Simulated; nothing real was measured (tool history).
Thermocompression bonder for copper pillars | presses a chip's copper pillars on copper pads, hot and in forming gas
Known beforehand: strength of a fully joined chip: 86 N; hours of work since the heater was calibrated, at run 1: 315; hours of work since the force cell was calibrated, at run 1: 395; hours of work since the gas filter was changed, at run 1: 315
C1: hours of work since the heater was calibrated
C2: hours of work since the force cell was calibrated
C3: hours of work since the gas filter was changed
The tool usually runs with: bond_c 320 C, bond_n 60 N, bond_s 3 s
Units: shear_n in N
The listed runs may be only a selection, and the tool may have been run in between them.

Run 1, hour 0.0: usual settings; C1 315; C2 395; C3 315. Result: shear_n 44.0 N.
Run 2, hour 31.1: usual settings; C1 338; C2 417; C3 338. Result: shear_n 43.4 N.
Run 3, hour 74.0: usual settings but bond_n 55 N; C1 368; C2 448; C3 368. Result: shear_n 41.4 N.
At hour 97.0: forming gas filter changed.
Run 4, hour 107.8: usual settings but bond_n 55 N; C1 392; C2 472; C3 8. Result: shear_n 41.4 N.
Run 5, hour 133.8: usual settings; C1 411; C2 491; C3 26. Result: shear_n 43.8 N.
Run 6, hour 162.1: usual settings; C1 431; C2 511; C3 47. Result: shear_n 43.5 N.
Run 7, hour 203.3: usual settings but bond_n 84 N; C1 461; C2 541; C3 76. Result: shear_n 52.9 N.
Run 8, hour 249.7: usual settings but bond_n 43 N; C1 494; C2 574; C3 110. Result: shear_n 35.3 N.
Run 9, hour 274.9: usual settings but bond_c 291 C, bond_n 66 N, bond_s 8 s; C1 512; C2 592; C3 128. Result: shear_n 47.7 N.
Run 10, hour 313.3: usual settings but bond_c 291 C, bond_n 66 N, bond_s 4 s; C1 540; C2 620; C3 155. Result: shear_n 37.2 N.
Run 11, hour 339.4: usual settings but bond_c 338 C, bond_n 80 N, bond_s 2 s; C1 559; C2 638; C3 174. Result: shear_n 53.4 N.
Run 12, hour 369.3: usual settings but bond_c 338 C, bond_n 80 N, bond_s 2 s; C1 580; C2 660; C3 196. Result: shear_n 54.0 N.

What will run 13 give?
Run 13, hour 402.3: usual settings but bond_c 338 C, bond_n 80 N, bond_s 2 s; C1 604; C2 684; C3 219. Result: shear_n ?.

{"run 13": {"shear_n": 54.0}}
Without the tool's hidden state the same run would have given shear_n 54.2 N.

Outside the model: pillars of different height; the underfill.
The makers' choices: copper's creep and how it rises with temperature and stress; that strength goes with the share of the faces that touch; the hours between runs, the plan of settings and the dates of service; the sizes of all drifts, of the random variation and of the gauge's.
